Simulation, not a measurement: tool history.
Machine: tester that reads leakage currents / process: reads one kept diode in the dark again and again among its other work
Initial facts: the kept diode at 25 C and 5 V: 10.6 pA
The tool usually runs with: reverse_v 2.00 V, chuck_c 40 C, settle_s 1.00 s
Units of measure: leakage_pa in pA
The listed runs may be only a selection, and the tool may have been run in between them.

run	hour	reverse_v	chuck_c	settle_s	leakage_pa
1	0.0	2.00	40	1.00	30.22
2	119.5	2.00	40	1.00	30.61
# hour 161.8: probe card cleaned and baked
3	238.7	2.00	40	1.00	25.41
4	327.3	2.00	40	1.00	25.55
5	418.2	2.00	40	1.00	25.72
6	561.2	2.00	40	1.00	25.69
7	683.2	2.00	40	1.00	26.07
8	875.2	2.00	26	1.00	8.25
9	1024.7	2.00	40	1.00	26.73
10	1117.6	3.23	40	1.00	35.98
# hour 1137.0: chuck's temperature calibrated
11	1264.7	3.23	40	1.00	35.05
12	1374.1	3.23	40	1.00	35.52
13	1505.9	3.23	40	1.00	35.73
14	1644.7	6.68	40	4.62	55.95
15	1761.2	6.68	40	4.62	56.54
16	1923.0	6.68	40	4.62	57.19
17	2068.6	4.98	40	5.39	48.53
18	2156.8	4.98	38	0.88	42.35
19	2273.7	4.98	38	0.84	42.93
20	2389.2	4.98	22	0.84	15.30
21	2523.4	2.00	58	4.07	113.68
22	2604.8	2.00	58	4.07	114.75
23	2728.1	2.00	28	2.75	11.84
24	2889.4	7.45	25	1.00	26.69
25	3013.1	2.35	29	5.79	14.61

For some of the steps in leakage_pa from one run to the next: how much would appear even if the tool had no hidden state, given the settings, what came in and random variation, and how much remains for the hidden state plus any gauge scatter that the measured result and the result without hidden state don't share?
Hidden state at play: stray current of the dirty probe card, pA a volt; current scale over the true one, %; true chuck temperature over the reading, C; drift of the gauge itself on leakage_pa, %.
Run 20 -> 21: reverse_v 4.98 -> 2.00, chuck_c 22 -> 58, settle_s 0.84 -> 4.07. leakage_pa +98.38 pA: hidden state +0.16, all else +98.22.
Run 22 -> 23: chuck_c 58 -> 28, settle_s 4.07 -> 2.75. leakage_pa -102.91 pA: hidden state -3.86, all else -99.05.
Run 23 -> 24: reverse_v 2.00 -> 7.45, chuck_c 28 -> 25, settle_s 2.75 -> 1.00. leakage_pa +14.85 pA: hidden state +9.04, all else +5.81.
Run 24 -> 25: reverse_v 7.45 -> 2.35, chuck_c 25 -> 29, settle_s 1.00 -> 5.79. leakage_pa -12.08 pA: hidden state -7.95, all else -4.13.
